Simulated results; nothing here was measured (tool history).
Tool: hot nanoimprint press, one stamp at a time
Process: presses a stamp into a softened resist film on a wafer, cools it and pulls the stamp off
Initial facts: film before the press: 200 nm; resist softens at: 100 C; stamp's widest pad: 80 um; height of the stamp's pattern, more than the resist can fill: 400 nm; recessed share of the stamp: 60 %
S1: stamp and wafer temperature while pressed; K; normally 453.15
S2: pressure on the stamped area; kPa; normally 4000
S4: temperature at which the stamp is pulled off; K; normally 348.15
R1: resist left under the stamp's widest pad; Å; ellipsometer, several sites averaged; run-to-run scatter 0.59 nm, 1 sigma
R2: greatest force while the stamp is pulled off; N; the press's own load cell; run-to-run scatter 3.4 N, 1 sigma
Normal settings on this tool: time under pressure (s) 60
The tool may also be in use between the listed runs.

{"run": 1, "hour": 0.0, "S1": 453.15, "S2": 4000, "time under pressure (s)": 60, "S4": 348.15, "R1": 1263, "R2": 191}
{"run": 2, "hour": 24.0, "S1": 453.15, "S2": 4000, "time under pressure (s)": 43, "S4": 348.15, "R1": 1385, "R2": 189}
{"run": 3, "hour": 44.4, "S1": 453.15, "S2": 4000, "time under pressure (s)": 43, "S4": 348.15, "R1": 1390, "R2": 194}
{"run": 4, "hour": 56.0, "S1": 453.15, "S2": 4000, "time under pressure (s)": 43, "S4": 348.15, "R1": 1385, "R2": 196}
{"run": 5, "hour": 76.2, "S1": 453.15, "S2": 4000, "time under pressure (s)": 43, "S4": 348.15, "R1": 1377, "R2": 197}
{"run": 6, "hour": 98.3, "S1": 453.15, "S2": 4000, "time under pressure (s)": 43, "S4": 348.15, "R1": 1388, "R2": 203}
{"hour": 119.3, "done": "plate thermocouple calibrated"}
{"run": 7, "hour": 121.5, "S1": 453.15, "S2": 4000, "time under pressure (s)": 43, "S4": 348.15, "R1": 1317, "R2": 201}
{"run": 8, "hour": 137.7, "S1": 453.15, "S2": 4000, "time under pressure (s)": 43, "S4": 348.15, "R1": 1309, "R2": 200}
{"run": 9, "hour": 158.3, "S1": 453.15, "S2": 4000, "time under pressure (s)": 43, "S4": 348.15, "R1": 1317, "R2": 202}
{"run": 10, "hour": 180.1, "S1": 446.15, "S2": 4000, "time under pressure (s)": 60, "S4": 348.15, "R1": 1396, "R2": 213}
{"run": 11, "hour": 200.8, "S1": 446.15, "S2": 4000, "time under pressure (s)": 60, "S4": 348.15, "R1": 1417, "R2": 212}
{"run": 12, "hour": 225.8, "S1": 446.15, "S2": 4000, "time under pressure (s)": 60, "S4": 348.15, "R1": 1409, "R2": 222}
{"run": 13, "hour": 240.9, "S1": 446.15, "S2": 4000, "time under pressure (s)": 60, "S4": 348.15, "R1": 1395, "R2": 216}
{"run": 14, "hour": 258.0, "S1": 446.15, "S2": 3300, "time under pressure (s)": 60, "S4": 348.15, "R1": 1489, "R2": 212}
{"run": 15, "hour": 273.0, "S1": 446.15, "S2": 3300, "time under pressure (s)": 60, "S4": 348.15, "R1": 1490, "R2": 217}
{"run": 16, "hour": 297.7, "S1": 453.15, "S2": 4750, "time under pressure (s)": 60, "S4": 348.15, "R1": 1143, "R2": 226}
{"run": 17, "hour": 311.2, "S1": 453.15, "S2": 5800, "time under pressure (s)": 63, "S4": 348.15, "R1": 1038, "R2": 222}
{"hour": 321.3, "done": "stamp cleaned and given a new release coat"}
{"run": 18, "hour": 338.3, "S1": 453.15, "S2": 5800, "time under pressure (s)": 63, "S4": 348.15, "R1": 1039, "R2": 165}
{"run": 19, "hour": 362.9, "S1": 465.15, "S2": 6030, "time under pressure (s)": 63, "S4": 348.15, "R1": 744, "R2": 176}
{"run": 20, "hour": 376.9, "S1": 465.15, "S2": 6030, "time under pressure (s)": 63, "S4": 348.15, "R1": 755, "R2": 167}
{"run": 21, "hour": 392.1, "S1": 465.15, "S2": 6030, "time under pressure (s)": 63, "S4": 348.15, "R1": 742, "R2": 174}
{"run": 22, "hour": 409.5, "S1": 465.15, "S2": 6030, "time under pressure (s)": 60, "S4": 348.15, "R1": 764, "R2": 179}
{"run": 23, "hour": 424.6, "S1": 465.15, "S2": 6030, "time under pressure (s)": 60, "S4": 351.15, "R1": 760, "R2": 171}
{"run": 24, "hour": 442.8, "S1": 459.15, "S2": 3080, "time under pressure (s)": 119, "S4": 351.15, "R1": 940, "R2": 176}
{"run": 25, "hour": 454.2, "S1": 459.15, "S2": 3080, "time under pressure (s)": 119, "S4": 351.15, "R1": 935, "R2": 179}
{"run": 26, "hour": 470.7, "S1": 444.15, "S2": 4260, "time under pressure (s)": 35, "S4": 350.15, "R1": 1618, "R2": 179}
{"run": 27, "hour": 485.1, "S1": 455.15, "S2": 5670, "time under pressure (s)": 110, "S4": 348.15, "R1": 821, "R2": 190}
{"run": 28, "hour": 498.0, "S1": 453.15, "S2": 4000, "time under pressure (s)": 60, "S4": 340.15, "R1": 1235, "R2": 207}
{"hour": 513.5, "done": "press's hydraulic seals changed and the load cell set to zero"}
{"run": 29, "hour": 525.5, "S1": 449.15, "S2": 4000, "time under pressure (s)": 60, "S4": 337.15, "R1": 1343, "R2": 222}
{"run": 30, "hour": 538.0, "S1": 453.15, "S2": 4640, "time under pressure (s)": 44, "S4": 348.15, "R1": 1262, "R2": 198}
{"run": 31, "hour": 554.4, "S1": 453.15, "S2": 4640, "time under pressure (s)": 44, "S4": 348.15, "R1": 1267, "R2": 200}

How would selected steps in R1 from run to run divide? Give the signed amount a tool lacking its hidden state would still show from settings, what came in and random variation, and the signed amount left for the hidden state, including any gauge scatter that is not in both of the compared results.
What the log doesn't record here: true temperature over the reading, C; pressure that arrives at the usual setting, %; grip of the stamp's worn release coat, % over a new coat's; drift of the gauge itself on residual_nm, %; drift of the gauge itself on pull_off_n, %.
Run 6 -> 7: plate thermocouple calibrated. R1 -71 Å: hidden state -72, all else +1.
Run 15 -> 16: S1 446.15 -> 453.15, S2 3300 -> 4750. R1 -347 Å: hidden state +8, all else -355.
Run 25 -> 26: S1 459.15 -> 444.15, S2 3080 -> 4260, time under pressure (s) 119 -> 35, S4 351.15 -> 350.15. R1 +683 Å: hidden state +2, all else +681.
Run 26 -> 27: S1 444.15 -> 455.15, S2 4260 -> 5670, time under pressure (s) 35 -> 110, S4 350.15 -> 348.15. R1 -797 Å: hidden state +8, all else -805.
Run 27 -> 28: S1 455.15 -> 453.15, S2 5670 -> 4000, time under pressure (s) 110 -> 60, S4 348.15 -> 340.15. R1 +414 Å: hidden state +2, all else +412.
Run 28 -> 29: S1 453.15 -> 449.15, S4 340.15 -> 337.15, press's hydraulic seals changed and the load cell set to zero. R1 +108 Å: hidden state -13, all else +121.
